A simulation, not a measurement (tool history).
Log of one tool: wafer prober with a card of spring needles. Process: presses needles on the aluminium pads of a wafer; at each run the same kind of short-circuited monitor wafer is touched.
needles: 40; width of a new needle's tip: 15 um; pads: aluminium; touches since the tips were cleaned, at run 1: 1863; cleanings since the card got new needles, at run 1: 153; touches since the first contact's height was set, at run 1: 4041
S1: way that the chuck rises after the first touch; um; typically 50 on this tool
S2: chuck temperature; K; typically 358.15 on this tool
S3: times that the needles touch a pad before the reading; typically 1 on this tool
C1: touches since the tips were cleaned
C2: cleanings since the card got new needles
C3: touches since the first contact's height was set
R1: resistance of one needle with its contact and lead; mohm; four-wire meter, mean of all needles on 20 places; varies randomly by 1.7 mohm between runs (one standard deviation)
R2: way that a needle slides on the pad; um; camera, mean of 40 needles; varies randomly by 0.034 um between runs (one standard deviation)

{"run": 1, "day": 0.0, "S1": 50, "S2": 358.15, "S3": 1, "C1": 1863, "C2": 153, "C3": 4041, "R1": 1026, "R2": 8.58}
{"day": 0.167, "done": "tips cleaned on abrasive film"}
{"day": 0.571, "done": "tips cleaned on abrasive film"}
{"day": 0.988, "done": "tips cleaned on abrasive film"}
{"run": 2, "day": 1.0, "S1": 50, "S2": 358.15, "S3": 1, "C1": 107, "C2": 156, "C3": 12774, "R1": 303, "R2": 8.56}
{"day": 1.329, "done": "tips cleaned on abrasive film"}
{"day": 1.733, "done": "tips cleaned on abrasive film"}
{"day": 2.062, "done": "tips cleaned on abrasive film"}
{"day": 2.396, "done": "tips cleaned on abrasive film"}
{"run": 3, "day": 2.667, "S1": 57, "S2": 358.15, "S3": 1, "C1": 2408, "C2": 160, "C3": 27408, "R1": 945, "R2": 9.66}
{"day": 2.754, "done": "tips cleaned on abrasive film"}
{"day": 3.088, "done": "tips cleaned on abrasive film"}
{"day": 3.496, "done": "tips cleaned on abrasive film"}
{"day": 3.908, "done": "tips cleaned on abrasive film"}
{"run": 4, "day": 4.038, "S1": 57, "S2": 358.15, "S3": 1, "C1": 1126, "C2": 164, "C3": 39386, "R1": 636, "R2": 9.6}
{"day": 4.283, "done": "tips cleaned on abrasive film"}
{"day": 4.696, "done": "tips cleaned on abrasive film"}
{"day": 5.029, "done": "tips cleaned on abrasive film"}
{"day": 5.438, "done": "tips cleaned on abrasive film"}
{"run": 5, "day": 5.679, "S1": 50, "S2": 358.15, "S3": 1, "C1": 2133, "C2": 168, "C3": 53789, "R1": 1106, "R2": 8.31}
{"day": 5.85, "done": "tips cleaned on abrasive film"}
{"day": 6.262, "done": "tips cleaned on abrasive film"}
{"day": 6.521, "done": "height of the first contact set anew"}
{"day": 6.608, "done": "tips cleaned on abrasive film"}
{"day": 6.938, "done": "tips cleaned on abrasive film"}
{"run": 6, "day": 7.221, "S1": 50, "S2": 358.15, "S3": 1, "C1": 2479, "C2": 172, "C3": 6109, "R1": 1146, "R2": 8.51}
{"day": 7.304, "done": "tips cleaned on abrasive film"}
{"day": 7.638, "done": "tips cleaned on abrasive film"}
{"day": 7.971, "done": "tips cleaned on abrasive film"}
{"day": 8.375, "done": "tips cleaned on abrasive film"}
{"run": 7, "day": 8.596, "S1": 50, "S2": 358.15, "S3": 1, "C1": 1929, "C2": 176, "C3": 18136, "R1": 996, "R2": 8.52}
{"day": 8.762, "done": "tips cleaned on abrasive film"}
{"day": 9.171, "done": "tips cleaned on abrasive film"}
{"day": 9.588, "done": "tips cleaned on abrasive film"}
{"run": 8, "day": 9.75, "S1": 50, "S2": 358.15, "S3": 1, "C1": 1471, "C2": 179, "C3": 28279, "R1": 848, "R2": 8.48}
{"day": 9.917, "done": "tips cleaned on abrasive film"}
{"day": 10.25, "done": "tips cleaned on abrasive film"}
{"day": 10.583, "done": "tips cleaned on abrasive film"}
{"day": 10.996, "done": "tips cleaned on abrasive film"}
{"day": 11.4, "done": "tips cleaned on abrasive film"}
{"run": 9, "day": 11.45, "S1": 50, "S2": 358.15, "S3": 1, "C1": 450, "C2": 184, "C3": 43144, "R1": 560, "R2": 8.39}
{"day": 11.783, "done": "tips cleaned on abrasive film"}
{"day": 12.196, "done": "tips cleaned on abrasive film"}
{"run": 10, "day": 12.4, "S1": 50, "S2": 355.15, "S3": 1, "C1": 1804, "C2": 186, "C3": 51472, "R1": 1053, "R2": 8.36}
{"day": 12.567, "done": "tips cleaned on abrasive film"}
{"day": 12.9, "done": "tips cleaned on abrasive film"}
{"day": 13.233, "done": "tips cleaned on abrasive film"}
{"run": 11, "day": 13.246, "S1": 50, "S2": 358.15, "S3": 1, "C1": 128, "C2": 189, "C3": 58860, "R1": 328, "R2": 8.34}
{"day": 13.504, "done": "height of the first contact set anew"}
{"day": 13.592, "done": "tips cleaned on abrasive film"}
{"day": 13.925, "done": "tips cleaned on abrasive film"}
{"day": 14.254, "done": "tips cleaned on abrasive film"}
{"day": 14.671, "done": "tips cleaned on abrasive film"}
{"run": 12, "day": 14.808, "S1": 50, "S2": 358.15, "S3": 1, "C1": 1213, "C2": 193, "C3": 11377, "R1": 848, "R2": 8.56}
{"day": 15.058, "done": "tips cleaned on abrasive film"}
{"day": 15.471, "done": "tips cleaned on abrasive film"}
{"day": 15.8, "done": "tips cleaned on abrasive film"}
{"day": 16.142, "done": "tips cleaned on abrasive film"}
{"run": 13, "day": 16.142, "S1": 50, "S2": 358.15, "S3": 1, "C1": 0, "C2": 197, "C3": 23056, "R1": 244, "R2": 8.43}
{"day": 16.554, "done": "tips cleaned on abrasive film"}
{"day": 16.971, "done": "tips cleaned on abrasive film"}
{"run": 14, "day": 17.012, "S1": 50, "S2": 358.15, "S3": 1, "C1": 362, "C2": 199, "C3": 30677, "R1": 553, "R2": 8.45}
{"day": 17.342, "done": "tips cleaned on abrasive film"}
{"day": 17.75, "done": "tips cleaned on abrasive film"}
{"day": 18.083, "done": "tips cleaned on abrasive film"}
{"day": 18.412, "done": "tips cleaned on abrasive film"}
{"day": 18.746, "done": "tips cleaned on abrasive film"}
{"run": 15, "day": 18.833, "S1": 61, "S2": 300.15, "S3": 1, "C1": 756, "C2": 204, "C3": 46613, "R1": 525, "R2": 10.27}

Expected results for the next run?
{"day": 19.079, "done": "tips cleaned on abrasive film"}
{"day": 19.412, "done": "tips cleaned on abrasive film"}
{"run": 16, "day": 19.638, "S1": 61, "S2": 300.15, "S3": 1, "C1": 2005, "C2": 206, "C3": 53690, "R1": "?", "R2": "?"}

Run 16 produced R1 966 mohm, R2 10.23 um.
The same run, on a tool lacking any hidden state, would have yielded R1 151 mohm, R2 10.47 um.
